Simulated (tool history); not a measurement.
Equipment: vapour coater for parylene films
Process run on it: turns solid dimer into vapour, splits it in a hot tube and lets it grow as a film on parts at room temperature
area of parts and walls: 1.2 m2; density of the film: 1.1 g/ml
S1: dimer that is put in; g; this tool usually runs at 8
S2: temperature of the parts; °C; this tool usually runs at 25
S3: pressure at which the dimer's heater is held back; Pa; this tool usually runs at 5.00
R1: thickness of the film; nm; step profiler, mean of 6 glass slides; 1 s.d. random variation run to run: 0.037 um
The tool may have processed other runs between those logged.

Run 1, day 0.000: usual settings. Result: R1 3910 nm.
Run 2, day 0.954: usual settings. Result: R1 3890 nm.
Run 3, day 1.850: usual settings. Result: R1 3880 nm.
Run 4, day 2.667: usual settings. Result: R1 3890 nm.
Run 5, day 3.992: usual settings. Result: R1 3850 nm.
Run 6, day 4.608: usual settings. Result: R1 3860 nm.
Run 7, day 5.221: usual settings but S3 2.27 Pa. Result: R1 4440 nm.
Run 8, day 6.483: usual settings but S1 3 g. Result: R1 1470 nm.
Run 9, day 7.750: usual settings but S1 3 g. Result: R1 1440 nm.
Run 10, day 8.704: usual settings but S1 3 g. Result: R1 1460 nm.
Run 11, day 9.667: usual settings but S1 3 g. Result: R1 1460 nm.
Run 12, day 10.908: usual settings but S1 3 g. Result: R1 1450 nm.
Run 13, day 12.025: usual settings but S1 3 g. Result: R1 1500 nm.
Run 14, day 12.846: usual settings but S2 29 °C. Result: R1 3450 nm.
Run 15, day 14.033: usual settings but S2 33 °C, S3 2.67 Pa. Result: R1 3450 nm.
Run 16, day 14.683: usual settings but S2 33 °C, S3 2.67 Pa. Result: R1 3420 nm.
Run 17, day 15.962: usual settings but S2 20 °C, S3 9.33 Pa. Result: R1 3920 nm.
Run 18, day 17.300: usual settings but S1 5 g, S2 18 °C, S3 2.59 Pa. Result: R1 3360 nm.
Run 19, day 17.962: usual settings but S1 14 g. Result: R1 6720 nm.
Run 20, day 18.708: usual settings but S1 14 g, S2 18 °C, S3 2.60 Pa. Result: R1 9390 nm.

5 ways to go on from here, each from the tool as it stands after run 20. What would each give?
Run A, day 19.325: usual settings but S1 14 g, S2 19 °C, S3 7.03 Pa. Result: R1 ?.
Run B, day 19.325: usual settings but S1 12 g, S2 18 °C, S3 2.15 Pa. Result: R1 ?.
Run C, day 19.325: usual settings but S2 20 °C. Result: R1 ?.
Run D, day 19.325: usual settings but S1 14 g, S2 18 °C, S3 9.51 Pa. Result: R1 ?.
Run E, day 19.325: usual settings but S1 3 g, S2 31 °C, S3 2.07 Pa. Result: R1 ?.

run    R1
  A  7510
  B  8270
  C  4430
  D  7430
  E  1410
What these runs would have given with no unlogged condition in the tool:
run    R1
  A  7540
  B  8310
  C  4450
  D  7460
  E  1420
